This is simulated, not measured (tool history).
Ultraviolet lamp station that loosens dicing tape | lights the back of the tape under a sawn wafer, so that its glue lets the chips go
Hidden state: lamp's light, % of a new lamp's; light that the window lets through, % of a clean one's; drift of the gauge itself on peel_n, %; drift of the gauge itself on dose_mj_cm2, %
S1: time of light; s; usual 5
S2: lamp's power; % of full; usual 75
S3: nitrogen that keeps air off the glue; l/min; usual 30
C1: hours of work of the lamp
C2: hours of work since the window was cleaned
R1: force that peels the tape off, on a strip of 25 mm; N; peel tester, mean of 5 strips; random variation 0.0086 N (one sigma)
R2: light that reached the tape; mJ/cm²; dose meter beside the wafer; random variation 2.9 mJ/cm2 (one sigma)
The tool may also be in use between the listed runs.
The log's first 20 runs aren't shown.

| run | hour | S1 | S2 | S3 | C1 | C2 | R1 | R2 |
|---|---|---|---|---|---|---|---|---|
| 21 | 971.3 | 9 | 75 | 43 | 253 | 119 | 0.195 | 638 |
| 22 | 1027.7 | 5 | 75 | 30 | 283 | 148 | 0.478 | 347 |
| 23 | 1089.1 | 4 | 75 | 10 | 314 | 180 | 1.529 | 268 |
| 24 | 1151.5 | 4 | 75 | 31 | 347 | 212 | 0.752 | 267 |
| 25 | 1191.8 | 4 | 94 | 31 | 367 | 233 | 0.496 | 328 |
| 26 | 1220.8 | 4 | 94 | 31 | 382 | 248 | 0.513 | 328 |
| 27 | 1265.1 | 3 | 94 | 59 | 405 | 271 | 0.611 | 241 |
| 28 | 1296.3 | 3 | 61 | 35 | 421 | 287 | 1.630 | 154 |
| 29 | 1344.6 | 5 | 75 | 30 | 446 | 312 | 0.603 | 309 |
| 30 | 1377.3 | 8 | 75 | 30 | 463 | 329 | 0.267 | 485 |
| 31 | 1407.5 | 7 | 73 | 36 | 479 | 345 | 0.305 | 414 |
| 32 | 1456.9 | 3 | 91 | 30 | 505 | 370 | 1.088 | 216 |
| 33 | 1486.9 | 3 | 91 | 30 | 520 | 386 | 1.157 | 210 |
| 34 | 1516.5 | 3 | 91 | 30 | 535 | 401 | 1.141 | 208 |
| 35 | 1548.7 | 9 | 87 | 10 | 552 | 418 | 0.399 | 597 |
| 36 | 1584.9 | 3 | 65 | 13 | 571 | 437 | 2.611 | 148 |
| 37 | 1613.6 | 3 | 65 | 13 | 586 | 451 | 2.606 | 144 |
| 38 | 1666.4 | 2 | 75 | 30 | 613 | 479 | 2.479 | 110 |
| 39 | 1698.0 | 4 | 75 | 11 | 629 | 495 | 1.958 | 210 |
|  | 1733.2 | lamp changed |
| 40 | 1755.2 | 5 | 67 | 39 | 11 | 524 | 0.438 | 328 |
| 41 | 1803.1 | 2 | 99 | 22 | 36 | 549 | 1.572 | 189 |
| 42 | 1830.0 | 8 | 75 | 36 | 50 | 563 | 0.214 | 565 |
| 43 | 1880.9 | 8 | 75 | 36 | 76 | 589 | 0.214 | 562 |

Forecast each of these 4 alternatives for the next run:
| A | 1939.1 | 8 | 75 | 14 | 107 | 619 | ? | ? |
| B | 1939.1 | 9 | 74 | 10 | 107 | 619 | ? | ? |
| C | 1939.1 | 7 | 74 | 10 | 107 | 619 | ? | ? |
| D | 1939.1 | 5 | 66 | 9 | 107 | 619 | ? | ? |

| run | R1 | R2 |
|---|---|---|
| A | 0.364 | 555 |
| B | 0.390 | 609 |
| C | 0.607 | 481 |
| D | 1.430 | 307 |
Without the tool's hidden state the same runs would have given:
| run | R1 | R2 |
|---|---|---|
| A | 0.276 | 658 |
| B | 0.291 | 722 |
| C | 0.439 | 570 |
| D | 1.111 | 363 |
